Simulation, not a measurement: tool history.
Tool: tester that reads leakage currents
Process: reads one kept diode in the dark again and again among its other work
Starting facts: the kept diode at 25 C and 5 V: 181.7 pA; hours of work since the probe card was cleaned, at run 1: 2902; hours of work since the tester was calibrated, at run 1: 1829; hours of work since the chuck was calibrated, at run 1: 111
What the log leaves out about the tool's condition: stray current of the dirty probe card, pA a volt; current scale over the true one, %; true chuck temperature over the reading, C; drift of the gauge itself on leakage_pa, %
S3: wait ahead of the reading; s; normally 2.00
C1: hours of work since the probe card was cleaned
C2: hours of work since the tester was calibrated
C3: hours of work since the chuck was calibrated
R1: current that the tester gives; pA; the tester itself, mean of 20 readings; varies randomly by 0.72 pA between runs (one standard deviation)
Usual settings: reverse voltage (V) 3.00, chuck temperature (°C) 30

{"run": 1, "hour": 0.0, "reverse voltage (V)": 3.0, "chuck temperature (°C)": 30, "S3": 2.0, "C1": 2902, "C2": 1829, "C3": 111, "R1": 245.37}
{"run": 2, "hour": 177.0, "reverse voltage (V)": 3.0, "chuck temperature (°C)": 30, "S3": 2.0, "C1": 3005, "C2": 1932, "C3": 213, "R1": 243.91}
{"run": 3, "hour": 285.4, "reverse voltage (V)": 3.0, "chuck temperature (°C)": 30, "S3": 2.03, "C1": 3067, "C2": 1995, "C3": 276, "R1": 243.17}
{"hour": 376.4, "done": "probe card cleaned and baked"}
{"run": 4, "hour": 476.2, "reverse voltage (V)": 7.45, "chuck temperature (°C)": 30, "S3": 2.0, "C1": 58, "C2": 2103, "C3": 384, "R1": 341.89}
{"run": 5, "hour": 729.7, "reverse voltage (V)": 7.45, "chuck temperature (°C)": 30, "S3": 2.0, "C1": 204, "C2": 2250, "C3": 531, "R1": 339.01}
{"run": 6, "hour": 850.9, "reverse voltage (V)": 7.49, "chuck temperature (°C)": 39, "S3": 0.51, "C1": 275, "C2": 2320, "C3": 601, "R1": 718.16}
{"run": 7, "hour": 1020.6, "reverse voltage (V)": 4.21, "chuck temperature (°C)": 42, "S3": 2.0, "C1": 373, "C2": 2418, "C3": 699, "R1": 742.73}
{"hour": 1238.3, "done": "probe card cleaned and baked, once more"}
{"run": 8, "hour": 1243.1, "reverse voltage (V)": 3.44, "chuck temperature (°C)": 40, "S3": 6.97, "C1": 3, "C2": 2545, "C3": 827, "R1": 571.26}
{"run": 9, "hour": 1492.2, "reverse voltage (V)": 7.69, "chuck temperature (°C)": 31, "S3": 1.98, "C1": 147, "C2": 2690, "C3": 971, "R1": 349.32}
{"run": 10, "hour": 1752.2, "reverse voltage (V)": 3.0, "chuck temperature (°C)": 30, "S3": 0.79, "C1": 297, "C2": 2840, "C3": 1121, "R1": 228.19}

Difference, measured minus no-hidden-state, one row per run. Run-to-run variation is common to both terms; the gauge's own scatter need not be:
run=1 R1=+5.84
run=2 R1=+4.70
run=3 R1=+4.01
run=4 R1=+13.72
run=5 R1=+11.89
run=6 R1=+3.47
run=7 R1=-8.31
run=8 R1=-18.71
run=9 R1=-14.58
run=10 R1=-11.41

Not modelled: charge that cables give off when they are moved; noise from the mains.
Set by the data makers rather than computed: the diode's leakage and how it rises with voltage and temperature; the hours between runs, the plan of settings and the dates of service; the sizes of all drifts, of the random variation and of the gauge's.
